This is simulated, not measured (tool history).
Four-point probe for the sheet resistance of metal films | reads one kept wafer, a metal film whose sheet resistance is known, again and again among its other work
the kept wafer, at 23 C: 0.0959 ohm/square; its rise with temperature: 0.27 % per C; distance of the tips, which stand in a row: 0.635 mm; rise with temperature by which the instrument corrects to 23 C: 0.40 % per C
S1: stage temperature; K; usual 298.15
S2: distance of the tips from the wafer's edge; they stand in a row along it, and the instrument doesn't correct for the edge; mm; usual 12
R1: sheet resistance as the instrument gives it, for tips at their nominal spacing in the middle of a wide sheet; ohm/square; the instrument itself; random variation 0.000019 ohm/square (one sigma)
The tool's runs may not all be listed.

Run 1, hour 0: usual settings. Result: R1 0.095784 ohm/square.
Run 2, hour 10.9: usual settings. Result: R1 0.095757 ohm/square.
Run 3, hour 26.3: usual settings. Result: R1 0.095812 ohm/square.
Run 4, hour 45.5: usual settings but S1 294.15 K. Result: R1 0.096311 ohm/square.
Run 5, hour 67: usual settings but S1 294.15 K. Result: R1 0.096323 ohm/square.
Run 6, hour 87.2: usual settings but S2 13 mm. Result: R1 0.095759 ohm/square.
Run 7, hour 103.2: usual settings but S2 13 mm. Result: R1 0.095782 ohm/square.
Run 8, hour 118.6: usual settings but S2 13 mm. Result: R1 0.095764 ohm/square.
Run 9, hour 130.3: usual settings but S2 13 mm. Result: R1 0.095727 ohm/square.
Run 10, hour 142.5: usual settings but S1 302.15 K. Result: R1 0.09531 ohm/square.
Run 11, hour 160.9: usual settings. Result: R1 0.095793 ohm/square.
Run 12, hour 174.7: usual settings. Result: R1 0.095785 ohm/square.
Run 13, hour 184.6: usual settings. Result: R1 0.095821 ohm/square.
Run 14, hour 205.6: usual settings. Result: R1 0.095764 ohm/square.
Run 15, hour 224: usual settings but S2 5 mm. Result: R1 0.096465 ohm/square.
Run 16, hour 237.6: usual settings but S2 5 mm. Result: R1 0.096443 ohm/square.
Run 17, hour 253.1: usual settings but S2 5 mm. Result: R1 0.096484 ohm/square.
Run 18, hour 274.4: usual settings but S2 5 mm. Result: R1 0.096442 ohm/square.
Run 19, hour 286.9: usual settings but S1 304.15 K. Result: R1 0.095058 ohm/square.
Run 20, hour 308.4: usual settings but S1 297.15 K, S2 19 mm. Result: R1 0.095812 ohm/square.
Run 21, hour 325.3: usual settings but S1 297.15 K, S2 17 mm. Result: R1 0.095839 ohm/square.
Run 22, hour 337.9: usual settings but S1 302.15 K, S2 4 mm. Result: R1 0.096429 ohm/square.
Run 23, hour 347.3: usual settings but S1 293.15 K, S2 22 mm. Result: R1 0.096336 ohm/square.
Run 24, hour 356.2: usual settings but S1 306.15 K, S2 53 mm. Result: R1 0.094696 ohm/square.
Run 25, hour 377: usual settings but S1 306.15 K, S2 53 mm. Result: R1 0.094703 ohm/square.
Run 26, hour 394.7: usual settings but S1 307.15 K, S2 29 mm. Result: R1 0.094562 ohm/square.
Run 27, hour 409.3: usual settings but S1 307.15 K, S2 29 mm. Result: R1 0.0946 ohm/square.
Run 28, hour 419.9: usual settings but S1 294.15 K. Result: R1 0.096313 ohm/square.
Run 29, hour 433.6: usual settings but S1 292.15 K, S2 6 mm. Result: R1 0.096981 ohm/square.
Run 30, hour 451.7: usual settings but S1 297.15 K, S2 9 mm. Result: R1 0.096045 ohm/square.
Run 31, hour 471.5: usual settings but S2 6 mm. Result: R1 0.096222 ohm/square.
Run 32, hour 492.2: usual settings but S1 305.15 K, S2 23 mm. Result: R1 0.094827 ohm/square.
Run 33, hour 510.8: usual settings but S1 297.15 K, S2 5 mm. Result: R1 0.096593 ohm/square.

Taken out of this log: 1 entry between the listed runs. Where each belongs, and how the hidden state differs across it:
Between runs 14 and 15: stage's thermometer calibrated (hour 219.6)
  no hidden state differs between the two runs

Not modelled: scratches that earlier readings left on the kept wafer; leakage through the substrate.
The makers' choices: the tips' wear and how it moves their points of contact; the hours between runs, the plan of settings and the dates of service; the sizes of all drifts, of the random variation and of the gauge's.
